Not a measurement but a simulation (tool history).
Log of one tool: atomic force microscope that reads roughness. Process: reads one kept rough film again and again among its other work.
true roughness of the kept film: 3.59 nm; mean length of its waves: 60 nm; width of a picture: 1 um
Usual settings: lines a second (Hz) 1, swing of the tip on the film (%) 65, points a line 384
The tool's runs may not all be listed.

run	hour	lines a second (Hz)	swing of the tip on the film (%)	points a line	roughness of the kept film (nm (root mean square))
1	0	1	65	384	3.249
2	7.9	1	65	384	3.23
3	16.9	1	65	384	3.244
4	25	1	65	384	3.209
5	38.5	1	65	384	3.191
6	52.1	1	65	384	3.169
# hour 54.4: new tip fitted
7	67.4	1	65	384	3.367
8	82.2	1	65	384	3.322
9	92.2	1	65	306	3.295
10	106.3	1	65	306	3.276
11	119.2	2.88	65	384	3.103
12	133.7	1	65	384	3.249
13	148.1	2.51	65	384	3.067
14	159.5	1	65	333	3.174
15	167.5	1	66	384	3.188
16	178	1	66	384	3.162
# hour 181.6: new tip fitted
17	184.7	1	65	466	3.401
18	195.6	1	65	466	3.381
19	210.3	1	65	466	3.344
20	225.5	1	65	466	3.299
21	237.9	1	65	466	3.323
22	245.2	1	65	537	3.279
23	253.1	1.4	78	384	3.063
24	262.6	1	63	662	3.226
25	274.3	1	67	476	3.234
26	286.2	1	67	476	3.201
27	299.5	3.84	88	649	2.327
# hour 308.3: new tip fitted
28	309.1	3.84	58	649	3.251
29	321.6	2.1	58	776	3.304
30	331.6	0.89	56	836	3.393
31	344.3	0.89	56	836	3.368
32	350.6	2.82	56	836	3.249
33	364.4	0.52	65	384	3.318
34	377	0.52	65	384	3.328
35	383.8	1.31	65	384	3.213
36	392.5	1.31	65	384	3.2
37	400.1	0.54	62	527	3.275
38	415	1.78	88	954	2.773
39	426.7	1.97	65	384	3.085
# hour 435.1: new tip fitted
40	438	2.99	61	527	3.282
41	450.5	1.96	61	945	3.31
42	463.3	3.12	64	510	3.147
43	476.2	3.12	64	510	3.119
44	488.5	1.12	76	605	3.179

The same runs without the tool's hidden state, with the same run-to-run variation:
The hidden state here: radius of the tip, nm; height scale over the true one, %; drift of the gauge itself on roughness_nm, %.
run	roughness of the kept film (nm (root mean square))
1	3.404
2	3.398
3	3.428
4	3.407
5	3.412
6	3.413
7	3.408
8	3.392
9	3.384
10	3.391
11	3.234
12	3.414
13	3.247
14	3.382
15	3.413
16	3.402
17	3.422
18	3.426
19	3.418
20	3.399
21	3.447
22	3.417
23	3.205
24	3.395
25	3.423
26	3.411
27	2.498
28	3.278
29	3.351
30	3.46
31	3.461
32	3.349
33	3.447
34	3.482
35	3.375
36	3.376
37	3.468
38	2.961
39	3.314
40	3.307
41	3.357
42	3.214
43	3.212
44	3.297
